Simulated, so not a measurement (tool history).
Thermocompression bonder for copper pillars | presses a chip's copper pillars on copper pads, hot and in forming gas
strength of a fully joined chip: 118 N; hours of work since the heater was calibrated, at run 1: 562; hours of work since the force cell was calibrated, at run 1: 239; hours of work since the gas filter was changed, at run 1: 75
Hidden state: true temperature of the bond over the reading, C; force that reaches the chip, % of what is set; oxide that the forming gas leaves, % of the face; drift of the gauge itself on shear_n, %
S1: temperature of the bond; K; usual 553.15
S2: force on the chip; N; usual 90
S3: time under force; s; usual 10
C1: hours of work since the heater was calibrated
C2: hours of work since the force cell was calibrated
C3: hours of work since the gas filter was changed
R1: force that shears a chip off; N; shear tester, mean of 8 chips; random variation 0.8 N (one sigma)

Run 1, hour 0.0: usual settings; C1 562; C2 239; C3 75. Result: R1 62.8 N.
Run 2, hour 17.8: usual settings; C1 573; C2 250; C3 86. Result: R1 62.7 N.
Run 3, hour 29.4: usual settings but S2 69 N; C1 580; C2 257; C3 93. Result: R1 55.2 N.
Run 4, hour 43.8: usual settings but S2 69 N; C1 589; C2 266; C3 102. Result: R1 55.1 N.
Run 5, hour 57.0: usual settings; C1 597; C2 274; C3 110. Result: R1 60.7 N.
Run 6, hour 70.0: usual settings; C1 605; C2 282; C3 118. Result: R1 61.7 N.
Run 7, hour 78.9: usual settings; C1 610; C2 288; C3 123. Result: R1 61.8 N.
Run 8, hour 88.4: usual settings; C1 616; C2 293; C3 129. Result: R1 62.1 N.
Run 9, hour 101.1: usual settings; C1 624; C2 301; C3 137. Result: R1 61.8 N.
Run 10, hour 111.3: usual settings; C1 630; C2 307; C3 143. Result: R1 61.9 N.
Run 11, hour 120.9: usual settings; C1 636; C2 313; C3 149. Result: R1 61.4 N.
Run 12, hour 138.5: usual settings; C1 647; C2 324; C3 160. Result: R1 61.6 N.
Run 13, hour 148.9: usual settings; C1 653; C2 330; C3 166. Result: R1 62.4 N.
Run 14, hour 167.3: usual settings; C1 664; C2 342; C3 177. Result: R1 59.9 N.
Run 15, hour 189.1: usual settings; C1 677; C2 355; C3 191. Result: R1 63.5 N.
Run 16, hour 203.8: usual settings; C1 686; C2 364; C3 199. Result: R1 61.8 N.
Run 17, hour 224.1: usual settings; C1 699; C2 376; C3 212. Result: R1 63.4 N.
Run 18, hour 243.2: usual settings but S1 558.15 K, S2 75 N, S3 6 s; C1 711; C2 388; C3 224. Result: R1 51.0 N.
Run 19, hour 252.5: usual settings but S2 112 N, S3 5 s; C1 716; C2 394; C3 229. Result: R1 51.3 N.
Run 20, hour 264.0: usual settings but S1 582.15 K, S2 72 N, S3 25 s; C1 723; C2 401; C3 236. Result: R1 93.4 N.
Run 21, hour 281.6: usual settings but S1 535.15 K, S2 132 N, S3 5 s; C1 734; C2 412; C3 247. Result: R1 44.2 N.
Run 22, hour 295.0: usual settings but S1 535.15 K, S2 132 N, S3 5 s; C1 742; C2 420; C3 255. Result: R1 45.1 N.
Run 23, hour 309.4: usual settings but S1 523.15 K, S2 70 N, S3 29 s; C1 751; C2 428; C3 264. Result: R1 55.8 N.
Run 24, hour 320.9: usual settings but S1 523.15 K, S2 76 N, S3 29 s; C1 758; C2 436; C3 271. Result: R1 58.4 N.
Run 25, hour 330.4: usual settings but S2 72 N, S3 29 s; C1 764; C2 441; C3 277. Result: R1 79.8 N.
Run 26, hour 341.7: usual settings but S2 57 N, S3 29 s; C1 771; C2 448; C3 284. Result: R1 71.5 N.
Run 27, hour 360.1: usual settings but S2 57 N, S3 29 s; C1 782; C2 459; C3 295. Result: R1 73.2 N.
Run 28, hour 371.0: usual settings but S3 19 s; C1 789; C2 466; C3 302. Result: R1 74.7 N.
At hour 375.6: forming gas filter changed.
Run 29, hour 384.4: usual settings but S1 554.15 K; C1 797; C2 474; C3 5. Result: R1 62.5 N.
Run 30, hour 393.7: usual settings but S1 554.15 K; C1 802; C2 480; C3 11. Result: R1 62.6 N.
Run 31, hour 409.0: usual settings but S1 555.15 K, S2 103 N; C1 812; C2 489; C3 20. Result: R1 66.1 N.
Run 32, hour 423.9: usual settings but S1 525.15 K, S2 65 N, S3 7 s; C1 821; C2 498; C3 30. Result: R1 32.0 N.
Run 33, hour 438.9: usual settings but S1 525.15 K, S2 65 N, S3 7 s; C1 830; C2 507; C3 39. Result: R1 31.6 N.
Run 34, hour 456.2: usual settings but S2 100 N, S3 12 s; C1 840; C2 518; C3 49. Result: R1 68.9 N.

Hidden state at the last listed run before each entry between runs and at the first one after, where it differs:
Between runs 28 and 29: forming gas filter changed (hour 375.6)
  oxide that the forming gas leaves, % of the face: 0.89 -> 0.51
